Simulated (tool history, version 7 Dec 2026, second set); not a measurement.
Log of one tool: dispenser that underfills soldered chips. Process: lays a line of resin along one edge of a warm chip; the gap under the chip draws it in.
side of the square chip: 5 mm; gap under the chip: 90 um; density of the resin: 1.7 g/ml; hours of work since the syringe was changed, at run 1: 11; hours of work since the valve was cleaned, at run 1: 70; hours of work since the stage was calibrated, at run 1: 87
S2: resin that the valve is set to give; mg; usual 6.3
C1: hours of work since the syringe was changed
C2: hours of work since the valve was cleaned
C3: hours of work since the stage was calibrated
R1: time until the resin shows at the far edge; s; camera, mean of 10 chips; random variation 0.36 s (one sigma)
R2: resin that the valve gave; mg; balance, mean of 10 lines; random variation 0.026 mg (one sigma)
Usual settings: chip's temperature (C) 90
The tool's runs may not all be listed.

Run 1, day 0: usual settings; C1 11; C2 70; C3 87. Result: R1 45.4 s, R2 6.11 mg.
At day 0.038: new syringe of resin.
Run 2, day 0.188: usual settings; C1 3; C2 74; C3 91. Result: R1 24 s, R2 6.04 mg.
Run 3, day 0.454: usual settings; C1 8; C2 79; C3 95. Result: R1 34.6 s, R2 6.07 mg.
At day 0.679: new syringe of resin.
Run 4, day 0.717: usual settings but S2 6.09 mg; C1 1; C2 83; C3 100. Result: R1 21.9 s, R2 5.82 mg.
Run 5, day 0.908: usual settings but chip's temperature (C) 92; C1 4; C2 87; C3 104. Result: R1 26 s, R2 6.03 mg.
Run 6, day 1.225: usual settings but chip's temperature (C) 92; C1 10; C2 93; C3 109. Result: R1 39.1 s, R2 5.97 mg.
At day 1.304: new syringe of resin.
Run 7, day 1.529: usual settings but chip's temperature (C) 92; C1 4; C2 98; C3 115. Result: R1 26.6 s, R2 5.93 mg.
Run 8, day 1.712: usual settings but S2 8.13 mg; C1 8; C2 101; C3 118. Result: R1 34.9 s, R2 7.69 mg.
At day 1.938: new syringe of resin.
Run 9, day 2: usual settings; C1 1; C2 106; C3 123. Result: R1 21.9 s, R2 5.96 mg.
Run 10, day 2.183: usual settings; C1 5; C2 110; C3 127. Result: R1 27.7 s, R2 5.92 mg.
Run 11, day 2.429: usual settings but chip's temperature (C) 77; C1 9; C2 114; C3 131. Result: R1 59.8 s, R2 5.91 mg.
At day 2.562: new syringe of resin.
Run 12, day 2.638: usual settings; C1 1; C2 118; C3 135. Result: R1 23.2 s, R2 5.88 mg.
At day 2.75: dispensing valve cleaned and set on the balance.
Run 13, day 2.933: usual settings; C1 6; C2 3; C3 140. Result: R1 32.5 s, R2 6.28 mg.
Run 14, day 3.067: usual settings; C1 9; C2 6; C3 142. Result: R1 38.1 s, R2 6.27 mg.
At day 3.254: new syringe of resin.
Run 15, day 3.296: usual settings; C1 1; C2 10; C3 146. Result: R1 21.4 s, R2 6.32 mg.
Run 16, day 3.454: usual settings; C1 4; C2 13; C3 149. Result: R1 26.3 s, R2 6.28 mg.
Run 17, day 3.629: usual settings but S2 6.09 mg; C1 7; C2 16; C3 152. Result: R1 34.1 s, R2 6.05 mg.
Run 18, day 3.858: usual settings but S2 7.96 mg; C1 11; C2 20; C3 156. Result: R1 46.4 s, R2 7.86 mg.
At day 3.888: new syringe of resin.
Run 19, day 4.117: usual settings but S2 5.43 mg; C1 4; C2 25; C3 161. Result: R1 28.5 s, R2 5.37 mg.
Run 20, day 4.346: usual settings but S2 5.43 mg; C1 8; C2 29; C3 165. Result: R1 39.5 s, R2 5.33 mg.
At day 4.525: new syringe of resin.
Run 21, day 4.533: usual settings but chip's temperature (C) 89, S2 7.82 mg; C1 0; C2 32; C3 168. Result: R1 20.6 s, R2 7.7 mg.
Run 22, day 4.829: usual settings but chip's temperature (C) 76, S2 6.03 mg; C1 6; C2 38; C3 174. Result: R1 49.9 s, R2 5.91 mg.
Run 23, day 4.983: usual settings but chip's temperature (C) 81, S2 7.81 mg; C1 8; C2 41; C3 177. Result: R1 49.1 s, R2 7.71 mg.
At day 5.15: new syringe of resin.
Run 24, day 5.296: usual settings but chip's temperature (C) 85; C1 3; C2 46; C3 182. Result: R1 29.5 s, R2 6.16 mg.
Run 25, day 5.438: usual settings but chip's temperature (C) 85; C1 5; C2 49; C3 185. Result: R1 35.5 s, R2 6.14 mg.
Run 26, day 5.646: usual settings but chip's temperature (C) 105, S2 5.41 mg; C1 9; C2 53; C3 189. Result: R1 25.2 s, R2 5.27 mg.
At day 5.792: new syringe of resin.
Run 27, day 5.875: usual settings but chip's temperature (C) 105, S2 8.06 mg; C1 2; C2 57; C3 193. Result: R1 14.6 s, R2 7.8 mg.
Run 28, day 6.058: usual settings but S2 5.7 mg; C1 5; C2 60; C3 196. Result: R1 30.7 s, R2 5.53 mg.
Run 29, day 6.321: usual settings but chip's temperature (C) 81; C1 10; C2 65; C3 201. Result: R1 57 s, R2 6.08 mg.
At day 6.421: new syringe of resin.
Run 30, day 6.575: usual settings but chip's temperature (C) 81; C1 3; C2 69; C3 205. Result: R1 34.9 s, R2 6.11 mg.
Run 31, day 6.792: usual settings but chip's temperature (C) 81, S2 6.9 mg; C1 7; C2 73; C3 209. Result: R1 45.1 s, R2 6.63 mg.
Run 32, day 6.962: usual settings but chip's temperature (C) 98, S2 6.62 mg; C1 10; C2 76; C3 213. Result: R1 33.5 s, R2 6.39 mg.
At day 7.062: new syringe of resin.
Run 33, day 7.112: usual settings but chip's temperature (C) 98, S2 6.62 mg; C1 1; C2 79; C3 215. Result: R1 17.2 s, R2 6.39 mg.
Run 34, day 7.267: usual settings but chip's temperature (C) 89, S2 7.3 mg; C1 4; C2 82; C3 218. Result: R1 27.2 s, R2 6.99 mg.
Run 35, day 7.529: usual settings but chip's temperature (C) 93; C1 9; C2 87; C3 223. Result: R1 34.9 s, R2 6.01 mg.
At day 7.692: new syringe of resin.
Run 36, day 7.812: usual settings but chip's temperature (C) 87, S2 6.52 mg; C1 2; C2 92; C3 228. Result: R1 27.9 s, R2 6.19 mg.
Run 37, day 8.088: usual settings but chip's temperature (C) 79, S2 6.91 mg; C1 7; C2 97; C3 233. Result: R1 52.4 s, R2 6.59 mg.

How the hidden state differs across the entries between the runs, from the last listed run before each to the first after it:
Between runs 1 and 2: new syringe of resin (day 0.038)
  resin's viscosity, % of fresh resin's: 223.5 -> 120.9; dose that the valve gives, % of what is set: 96.28 -> 96.12; true chip temperature over the reading, C: -0.33 -> -0.34
  measured less the result without the state, R1: +25.4 -> +4.5 s; R2: -0.24 -> -0.25 mg
Between runs 3 and 4: new syringe of resin (day 0.679)
  resin's viscosity, % of fresh resin's: 173.4 -> 105.4; dose that the valve gives, % of what is set: 95.86 -> 95.66; true chip temperature over the reading, C: -0.35 -> -0.36
  measured less the result without the state, R1: +15 -> +1.4 s; R2: -0.26 -> -0.26 mg
Between runs 6 and 7: new syringe of resin (day 1.304)
  resin's viscosity, % of fresh resin's: 210 -> 136.8; dose that the valve gives, % of what is set: 95.19 -> 94.92; true chip temperature over the reading, C: -0.39 -> -0.41
  measured less the result without the state, R1: +21.1 -> +7.4 s; R2: -0.3 -> -0.32 mg
Between runs 8 and 9: new syringe of resin (day 1.938)
  resin's viscosity, % of fresh resin's: 174.8 -> 106.8; dose that the valve gives, % of what is set: 94.74 -> 94.49; true chip temperature over the reading, C: -0.42 -> -0.43
  measured less the result without the state, R1: +15.2 -> +1.8 s; R2: -0.43 -> -0.35 mg
Between runs 11 and 12: new syringe of resin (day 2.562)
  resin's viscosity, % of fresh resin's: 191.6 -> 112.1; dose that the valve gives, % of what is set: 94.09 -> 93.91; true chip temperature over the reading, C: -0.46 -> -0.47
  measured less the result without the state, R1: +29.3 -> +2.9 s; R2: -0.37 -> -0.38 mg
Between runs 12 and 13: dispensing valve cleaned and set on the balance (day 2.75)
  resin's viscosity, % of fresh resin's: 112.1 -> 158.3; dose that the valve gives, % of what is set: 93.91 -> 99.88; true chip temperature over the reading, C: -0.47 -> -0.48
  measured less the result without the state, R1: +2.9 -> +12.3 s; R2: -0.38 -> -0.01 mg
Between runs 14 and 15: new syringe of resin (day 3.254)
  resin's viscosity, % of fresh resin's: 189.8 -> 105.4; dose that the valve gives, % of what is set: 99.75 -> 99.54; true chip temperature over the reading, C: -0.49 -> -0.5
  measured less the result without the state, R1: +18.5 -> +1.4 s; R2: -0.02 -> -0.02 mg
Between runs 18 and 19: new syringe of resin (day 3.888)
  resin's viscosity, % of fresh resin's: 225.9 -> 137.9; dose that the valve gives, % of what is set: 99.01 -> 98.76; true chip temperature over the reading, C: -0.53 -> -0.55
  measured less the result without the state, R1: +26 -> +8.3 s; R2: -0.08 -> -0.07 mg
Between runs 20 and 21: new syringe of resin (day 4.525)
  resin's viscosity, % of fresh resin's: 187.3 -> 100.4; dose that the valve gives, % of what is set: 98.56 -> 98.39; true chip temperature over the reading, C: -0.56 -> -0.57
  measured less the result without the state, R1: +18.9 -> +0.5 s; R2: -0.08 -> -0.13 mg
Between runs 23 and 24: new syringe of resin (day 5.15)
  resin's viscosity, % of fresh resin's: 184.2 -> 121.7; dose that the valve gives, % of what is set: 97.96 -> 97.68; true chip temperature over the reading, C: -0.6 -> -0.61
  measured less the result without the state, R1: +23.3 -> +5.9 s; R2: -0.16 -> -0.15 mg
Between runs 26 and 27: new syringe of resin (day 5.792)
  resin's viscosity, % of fresh resin's: 196.1 -> 111.9; dose that the valve gives, % of what is set: 97.34 -> 97.16; true chip temperature over the reading, C: -0.63 -> -0.64
  measured less the result without the state, R1: +12.8 -> +1.7 s; R2: -0.14 -> -0.23 mg
Between runs 29 and 30: new syringe of resin (day 6.421)
  resin's viscosity, % of fresh resin's: 205.6 -> 123.5; dose that the valve gives, % of what is set: 96.72 -> 96.49; true chip temperature over the reading, C: -0.67 -> -0.68
  measured less the result without the state, R1: +29.7 -> +7.3 s; R2: -0.21 -> -0.22 mg
Between runs 32 and 33: new syringe of resin (day 7.062)
  resin's viscosity, % of fresh resin's: 208.8 -> 106.7; dose that the valve gives, % of what is set: 96.11 -> 95.98
  measured less the result without the state, R1: +17.6 -> +1.5 s; R2: -0.25 -> -0.26 mg
Between runs 35 and 36: new syringe of resin (day 7.692)
  resin's viscosity, % of fresh resin's: 188.1 -> 121.7; dose that the valve gives, % of what is set: 95.61 -> 95.34; true chip temperature over the reading, C: -0.74 -> -0.75
  measured less the result without the state, R1: +16.7 -> +5.6 s; R2: -0.28 -> -0.3 mg
